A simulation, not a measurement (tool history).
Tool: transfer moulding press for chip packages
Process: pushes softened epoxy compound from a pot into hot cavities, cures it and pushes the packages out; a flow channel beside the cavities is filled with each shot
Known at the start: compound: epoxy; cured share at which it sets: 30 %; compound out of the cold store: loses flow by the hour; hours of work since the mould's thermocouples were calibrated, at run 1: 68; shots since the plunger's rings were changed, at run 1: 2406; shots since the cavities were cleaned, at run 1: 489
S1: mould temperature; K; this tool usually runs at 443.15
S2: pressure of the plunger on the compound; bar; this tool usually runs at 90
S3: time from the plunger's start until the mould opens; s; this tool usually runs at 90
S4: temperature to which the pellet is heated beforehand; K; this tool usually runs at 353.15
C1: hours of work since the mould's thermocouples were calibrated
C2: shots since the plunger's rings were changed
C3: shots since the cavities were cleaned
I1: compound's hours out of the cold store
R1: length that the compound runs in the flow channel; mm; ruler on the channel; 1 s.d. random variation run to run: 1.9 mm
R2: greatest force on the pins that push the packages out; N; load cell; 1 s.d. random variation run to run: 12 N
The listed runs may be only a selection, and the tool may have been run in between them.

run 1 hour=0 | S1=443.15 S2=90 S3=90 S4=353.15 | C1=68 C2=2406 C3=489 | I1=11.4 | R1=856 R2=571
-- hour=35.8 cavities cleaned with cleaning compound and waxed
run 2 hour=38.3 | S1=443.15 S2=90 S3=90 S4=351.15 | C1=84 C2=2717 C3=22 | I1=36.2 | R1=796 R2=543
run 3 hour=64.9 | S1=443.15 S2=90 S3=90 S4=351.15 | C1=96 C2=2941 C3=246 | I1=25 | R1=825 R2=563
run 4 hour=115.9 | S1=443.15 S2=90 S3=90 S4=351.15 | C1=120 C2=3371 C3=676 | I1=27.3 | R1=816 R2=553
-- hour=129.6 cavities cleaned with cleaning compound and waxed
-- hour=157.6 plunger's sealing rings changed
run 5 hour=166.9 | S1=443.15 S2=90 S3=90 S4=351.15 | C1=141 C2=77 C3=293 | I1=12.5 | R1=856 R2=559
run 6 hour=220.6 | S1=443.15 S2=90 S3=90 S4=351.15 | C1=165 C2=531 C3=747 | I1=10.4 | R1=865 R2=582
-- hour=227.6 cavities cleaned with cleaning compound and waxed
run 7 hour=246.8 | S1=443.15 S2=90 S3=90 S4=351.15 | C1=176 C2=739 C3=162 | I1=10.5 | R1=866 R2=611
run 8 hour=299.6 | S1=443.15 S2=90 S3=90 S4=351.15 | C1=200 C2=1185 C3=608 | I1=36.3 | R1=796 R2=575
-- hour=322.8 cavities cleaned with cleaning compound and waxed
run 9 hour=333.3 | S1=444.15 S2=90 S3=90 S4=353.15 | C1=215 C2=1457 C3=90 | I1=17.4 | R1=844 R2=525
run 10 hour=362.1 | S1=443.15 S2=90 S3=90 S4=353.15 | C1=228 C2=1700 C3=333 | I1=47.9 | R1=770 R2=560
run 11 hour=412.5 | S1=443.15 S2=90 S3=90 S4=353.15 | C1=251 C2=2124 C3=757 | I1=26.6 | R1=819 R2=566
-- hour=417.3 cavities cleaned with cleaning compound and waxed
run 12 hour=473.3 | S1=443.15 S2=95.8 S3=90 S4=353.15 | C1=278 C2=2625 C3=473 | I1=28.6 | R1=842 R2=568
-- hour=511.7 cavities cleaned with cleaning compound and waxed
run 13 hour=516.8 | S1=443.15 S2=90 S3=90 S4=353.15 | C1=297 C2=2979 C3=43 | I1=19.8 | R1=837 R2=549
run 14 hour=559.7 | S1=443.15 S2=90 S3=90 S4=350.15 | C1=316 C2=3341 C3=405 | I1=42.5 | R1=777 R2=545
run 15 hour=589.5 | S1=443.15 S2=90 S3=90 S4=348.15 | C1=330 C2=3593 C3=657 | I1=28.4 | R1=816 R2=579
-- hour=602.7 plunger's sealing rings changed
-- hour=608.2 cavities cleaned with cleaning compound and waxed
run 16 hour=629.3 | S1=447.15 S2=76.9 S3=106 S4=348.15 | C1=346 C2=211 C3=177 | I1=32.4 | R1=732 R2=448
-- hour=657.6 mould's thermocouples calibrated
run 17 hour=676.9 | S1=445.15 S2=109.7 S3=90 S4=355.15 | C1=9 C2=596 C3=562 | I1=18.6 | R1=922 R2=501
-- hour=703.9 cavities cleaned with cleaning compound and waxed
run 18 hour=703.9 | S1=443.15 S2=90 S3=75 S4=353.15 | C1=20 C2=811 C3=0 | I1=42.1 | R1=784 R2=740
run 19 hour=733.2 | S1=443.15 S2=90 S3=75 S4=353.15 | C1=34 C2=1059 C3=248 | I1=28.2 | R1=818 R2=777
run 20 hour=760.1 | S1=444.15 S2=82.6 S3=102 S4=353.15 | C1=46 C2=1285 C3=474 | I1=20.5 | R1=800 R2=480
-- hour=800.5 cavities cleaned with cleaning compound and waxed
run 21 hour=815.7 | S1=444.15 S2=82.6 S3=102 S4=353.15 | C1=70 C2=1742 C3=128 | I1=13.4 | R1=815 R2=490
run 22 hour=864.8 | S1=444.15 S2=82.6 S3=102 S4=353.15 | C1=93 C2=2156 C3=542 | I1=40.1 | R1=750 R2=486
-- hour=895.6 cavities cleaned with cleaning compound and waxed
run 23 hour=925.5 | S1=437.15 S2=82.6 S3=102 S4=353.15 | C1=120 C2=2656 C3=253 | I1=31.6 | R1=796 R2=667
run 24 hour=985.8 | S1=438.15 S2=90 S3=90 S4=356.15 | C1=147 C2=3165 C3=762 | I1=8.3 | R1=890 R2=854
-- hour=990.8 cavities cleaned with cleaning compound and waxed
run 25 hour=1015.8 | S1=443.15 S2=90 S3=83 S4=356.15 | C1=160 C2=3405 C3=211 | I1=18.2 | R1=840 R2=622
run 26 hour=1043.5 | S1=448.15 S2=104.2 S3=88 S4=358.15 | C1=172 C2=3639 C3=445 | I1=13.4 | R1=902 R2=478

Forecast each of these 3 alternatives for the next run:
-- hour=1053.1 plunger's sealing rings changed
run A hour=1077.5 | S1=448.15 S2=85.7 S3=80 S4=349.15 | C1=187 C2=206 C3=710 | I1=19 | R1=? R2=?
-- hour=1053.1 plunger's sealing rings changed
run B hour=1077.5 | S1=448.15 S2=104.2 S3=99 S4=358.15 | C1=187 C2=206 C3=710 | I1=16.1 | R1=? R2=?
-- hour=1053.1 plunger's sealing rings changed
run C hour=1077.5 | S1=448.15 S2=79.9 S3=88 S4=358.15 | C1=187 C2=206 C3=710 | I1=21.8 | R1=? R2=?

run=A R1=800 R2=534
run=B R1=894 R2=470
run=C R1=770 R2=491
The same runs, with their run-to-run variation unchanged, on a tool lacking any hidden condition would have given:
run=A R1=800 R2=525
run=B R1=895 R2=462
run=C R1=770 R2=482
